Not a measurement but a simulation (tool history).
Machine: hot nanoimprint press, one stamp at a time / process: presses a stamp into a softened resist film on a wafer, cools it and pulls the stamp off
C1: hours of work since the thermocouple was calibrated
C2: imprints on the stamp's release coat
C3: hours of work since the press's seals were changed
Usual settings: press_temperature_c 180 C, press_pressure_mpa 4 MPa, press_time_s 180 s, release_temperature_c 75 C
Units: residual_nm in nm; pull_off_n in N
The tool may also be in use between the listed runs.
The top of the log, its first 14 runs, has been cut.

At day 3.521: plate thermocouple calibrated.
Run 15, day 3.7: usual settings but release_temperature_c 80 C; C1 3; C2 848; C3 135. Result: residual_nm 345.4 nm, pull_off_n 142 N.
Run 16, day 4.046: usual settings but press_temperature_c 188 C, press_pressure_mpa 2.57 MPa, press_time_s 137 s, release_temperature_c 76 C; C1 10; C2 880; C3 141. Result: residual_nm 375 nm, pull_off_n 150 N.
At day 4.275: plate thermocouple calibrated, once more.
Run 17, day 4.525: usual settings but press_temperature_c 168 C, press_pressure_mpa 3.17 MPa, press_time_s 137 s, release_temperature_c 76 C; C1 5; C2 913; C3 148. Result: residual_nm 557.1 nm, pull_off_n 159 N.
Run 18, day 4.788: usual settings but press_temperature_c 186 C, press_pressure_mpa 4.18 MPa, press_time_s 108 s, release_temperature_c 68 C; C1 10; C2 938; C3 153. Result: residual_nm 362.1 nm, pull_off_n 188 N.
Run 19, day 4.946: usual settings but press_temperature_c 186 C, press_pressure_mpa 4.18 MPa, press_time_s 108 s, release_temperature_c 68 C; C1 13; C2 953; C3 156. Result: residual_nm 363.3 nm, pull_off_n 181 N.
Run 20, day 5.246: usual settings but press_temperature_c 177 C, press_pressure_mpa 5.5 MPa, press_time_s 316 s, release_temperature_c 73 C; C1 18; C2 981; C3 161. Result: residual_nm 281.3 nm, pull_off_n 168 N.
Run 21, day 5.575: usual settings but press_temperature_c 179 C, press_pressure_mpa 5.5 MPa, press_time_s 316 s, release_temperature_c 68 C; C1 24; C2 1012; C3 167. Result: residual_nm 261.9 nm, pull_off_n 183 N.
Run 22, day 5.8: usual settings but press_temperature_c 189 C, press_pressure_mpa 2.59 MPa; C1 28; C2 1033; C3 172. Result: residual_nm 347.3 nm, pull_off_n 161 N.
Run 23, day 5.988: usual settings but press_temperature_c 168 C, press_pressure_mpa 2.76 MPa, press_time_s 215 s; C1 32; C2 1051; C3 175. Result: residual_nm 528.7 nm, pull_off_n 161 N.
Run 24, day 6.217: usual settings but press_temperature_c 189 C, release_temperature_c 73 C; C1 36; C2 1072; C3 179. Result: residual_nm 284.1 nm, pull_off_n 164 N.
Run 25, day 6.508: usual settings but press_time_s 150 s, release_temperature_c 83 C; C1 42; C2 1100; C3 185. Result: residual_nm 385.8 nm, pull_off_n 139 N.
Run 26, day 6.738: usual settings but press_temperature_c 190 C, press_time_s 186 s; C1 46; C2 1121; C3 189. Result: residual_nm 273.6 nm, pull_off_n 175 N.
Run 27, day 7.012: usual settings but press_temperature_c 182 C; C1 51; C2 1147; C3 194. Result: residual_nm 343.7 nm, pull_off_n 171 N.
Run 28, day 7.167: usual settings but press_temperature_c 182 C; C1 54; C2 1162; C3 197. Result: residual_nm 345.9 nm, pull_off_n 168 N.
Run 29, day 7.342: usual settings but press_temperature_c 184 C, press_time_s 128 s; C1 57; C2 1178; C3 200. Result: residual_nm 365.6 nm, pull_off_n 168 N.
Run 30, day 7.562: usual settings but press_time_s 141 s; C1 61; C2 1198; C3 204. Result: residual_nm 394.1 nm, pull_off_n 170 N.

Here are 4 independent what-if runs from the current tool condition. What would each one return?
Run A, day 7.758: usual settings but press_temperature_c 179 C, press_pressure_mpa 5.9 MPa; C1 65; C2 1217; C3 208. Result: residual_nm ?, pull_off_n ?.
Run B, day 7.758: usual settings but press_pressure_mpa 5.3 MPa, press_time_s 103 s; C1 65; C2 1217; C3 208. Result: residual_nm ?, pull_off_n ?.
Run C, day 7.758: usual settings but press_time_s 277 s; C1 65; C2 1217; C3 208. Result: residual_nm ?, pull_off_n ?.
Run D, day 7.758: usual settings but press_time_s 183 s; C1 65; C2 1217; C3 208. Result: residual_nm ?, pull_off_n ?.

run  residual_nm  pull_off_n
  A        314.5         174
  B        387.1         171
  C        312.3         176
  D        360.3         168
Without the tool's unlogged condition, the same runs would have read:
run  residual_nm  pull_off_n
  A        315.7         121
  B        388.6         119
  C        314.1         123
  D        362.2         118

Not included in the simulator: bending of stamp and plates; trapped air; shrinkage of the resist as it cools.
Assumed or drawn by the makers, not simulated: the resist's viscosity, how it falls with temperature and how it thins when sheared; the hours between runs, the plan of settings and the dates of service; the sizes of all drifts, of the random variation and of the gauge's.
